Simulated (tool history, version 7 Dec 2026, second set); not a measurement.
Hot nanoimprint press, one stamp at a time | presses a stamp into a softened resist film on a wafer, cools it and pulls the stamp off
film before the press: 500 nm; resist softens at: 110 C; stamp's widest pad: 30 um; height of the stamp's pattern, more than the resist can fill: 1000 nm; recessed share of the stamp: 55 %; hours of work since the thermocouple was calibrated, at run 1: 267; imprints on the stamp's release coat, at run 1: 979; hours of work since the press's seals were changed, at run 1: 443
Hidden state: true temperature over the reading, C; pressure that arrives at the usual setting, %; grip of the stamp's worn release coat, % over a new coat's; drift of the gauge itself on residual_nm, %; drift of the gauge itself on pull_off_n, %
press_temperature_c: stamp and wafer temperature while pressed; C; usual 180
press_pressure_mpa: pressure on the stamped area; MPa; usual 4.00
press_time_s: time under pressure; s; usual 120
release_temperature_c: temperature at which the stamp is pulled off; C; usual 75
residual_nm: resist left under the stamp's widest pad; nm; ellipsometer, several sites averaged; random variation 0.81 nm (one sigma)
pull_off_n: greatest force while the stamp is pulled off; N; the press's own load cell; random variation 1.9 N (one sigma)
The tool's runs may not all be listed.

| run | day | press_temperature_c | press_pressure_mpa | press_time_s | release_temperature_c | hours of work since the thermocouple was calibrated | imprints on the stamp's release coat | hours of work since the press's seals were changed | residual_nm | pull_off_n |
|---|---|---|---|---|---|---|---|---|---|---|
| 1 | 0.000 | 180 | 4.00 | 120 | 75 | 267 | 979 | 443 | 176.9 | 128 |
| 2 | 2.438 | 180 | 2.58 | 120 | 75 | 313 | 1322 | 489 | 215.1 | 132 |
| 3 | 4.871 | 180 | 2.58 | 120 | 75 | 358 | 1665 | 535 | 215.5 | 134 |
| 4 | 6.921 | 180 | 2.58 | 120 | 75 | 397 | 1953 | 574 | 212.6 | 137 |
|  | 7.696 | stamp cleaned and given a new release coat |
| 5 | 9.929 | 176 | 4.00 | 120 | 75 | 449 | 314 | 626 | 206.7 | 119 |
| 6 | 12.225 | 176 | 4.00 | 120 | 75 | 492 | 637 | 669 | 205.6 | 119 |
|  | 12.758 | plate thermocouple calibrated |
| 7 | 14.238 | 176 | 4.00 | 120 | 75 | 28 | 903 | 705 | 221.1 | 130 |
| 8 | 15.721 | 176 | 4.00 | 120 | 75 | 56 | 1111 | 733 | 221.5 | 126 |
| 9 | 17.112 | 180 | 4.00 | 144 | 75 | 82 | 1308 | 759 | 173.0 | 131 |
| 10 | 19.271 | 180 | 4.00 | 120 | 68 | 123 | 1611 | 800 | 183.1 | 143 |
|  | 20.004 | press's hydraulic seals changed and the load cell set to zero |
| 11 | 22.342 | 180 | 4.00 | 120 | 68 | 174 | 1997 | 44 | 180.7 | 147 |
|  | 22.829 | stamp cleaned and given a new release coat |
| 12 | 24.371 | 180 | 4.00 | 120 | 75 | 208 | 217 | 78 | 180.5 | 116 |
| 13 | 25.546 | 180 | 4.00 | 120 | 75 | 230 | 382 | 100 | 180.3 | 115 |
| 14 | 27.129 | 180 | 4.00 | 120 | 75 | 260 | 605 | 130 | 180.3 | 124 |
| 15 | 28.429 | 180 | 4.00 | 120 | 75 | 284 | 788 | 154 | 178.4 | 124 |
| 16 | 29.762 | 180 | 3.18 | 159 | 75 | 310 | 976 | 179 | 177.7 | 128 |
| 17 | 32.500 | 180 | 6.37 | 141 | 75 | 361 | 1361 | 231 | 130.5 | 134 |
| 18 | 34.712 | 169 | 4.04 | 150 | 83 | 403 | 1672 | 273 | 265.9 | 131 |
|  | 37.525 | stamp cleaned and given a new release coat |
| 19 | 37.733 | 176 | 4.36 | 105 | 65 | 455 | 29 | 325 | 212.6 | 123 |
| 20 | 39.525 | 191 | 4.00 | 117 | 70 | 489 | 281 | 359 | 109.9 | 118 |
|  | 40.129 | plate thermocouple calibrated |
| 21 | 42.342 | 186 | 4.00 | 117 | 63 | 42 | 660 | 409 | 140.8 | 136 |
| 22 | 43.946 | 180 | 5.57 | 120 | 75 | 72 | 886 | 440 | 152.9 | 126 |
| 23 | 45.662 | 172 | 5.57 | 120 | 71 | 104 | 1128 | 472 | 222.8 | 130 |
| 24 | 48.358 | 180 | 4.00 | 200 | 76 | 155 | 1507 | 523 | 144.3 | 133 |
| 25 | 49.508 | 190 | 4.00 | 120 | 75 | 177 | 1669 | 545 | 115.9 | 138 |
|  | 52.367 | stamp cleaned and given a new release coat |
| 26 | 52.375 | 182 | 3.51 | 238 | 75 | 226 | 1 | 594 | 129.3 | 112 |
| 27 | 53.900 | 180 | 4.00 | 120 | 81 | 255 | 215 | 623 | 177.2 | 113 |
| 28 | 55.879 | 180 | 4.00 | 120 | 81 | 292 | 494 | 660 | 174.6 | 116 |
| 29 | 58.142 | 185 | 4.00 | 208 | 82 | 335 | 813 | 703 | 111.7 | 119 |

Forecast each of these 5 alternatives for the next run:
| A | 60.533 | 185 | 6.02 | 208 | 82 | 380 | 1149 | 748 | ? | ? |
| B | 60.533 | 185 | 3.46 | 155 | 80 | 380 | 1149 | 748 | ? | ? |
| C | 60.533 | 179 | 3.90 | 175 | 82 | 380 | 1149 | 748 | ? | ? |
| D | 60.533 | 191 | 5.13 | 105 | 82 | 380 | 1149 | 748 | ? | ? |
| E | 60.533 | 180 | 2.99 | 120 | 75 | 380 | 1149 | 748 | ? | ? |

| run | residual_nm | pull_off_n |
|---|---|---|
| A | 90.0 | 123 |
| B | 134.0 | 124 |
| C | 156.5 | 124 |
| D | 102.4 | 122 |
| E | 199.8 | 126 |
Without the tool's hidden state the same runs would have given:
| run | residual_nm | pull_off_n |
|---|---|---|
| A | 93.0 | 110 |
| B | 139.3 | 111 |
| C | 163.2 | 110 |
| D | 105.6 | 109 |
| E | 208.1 | 113 |
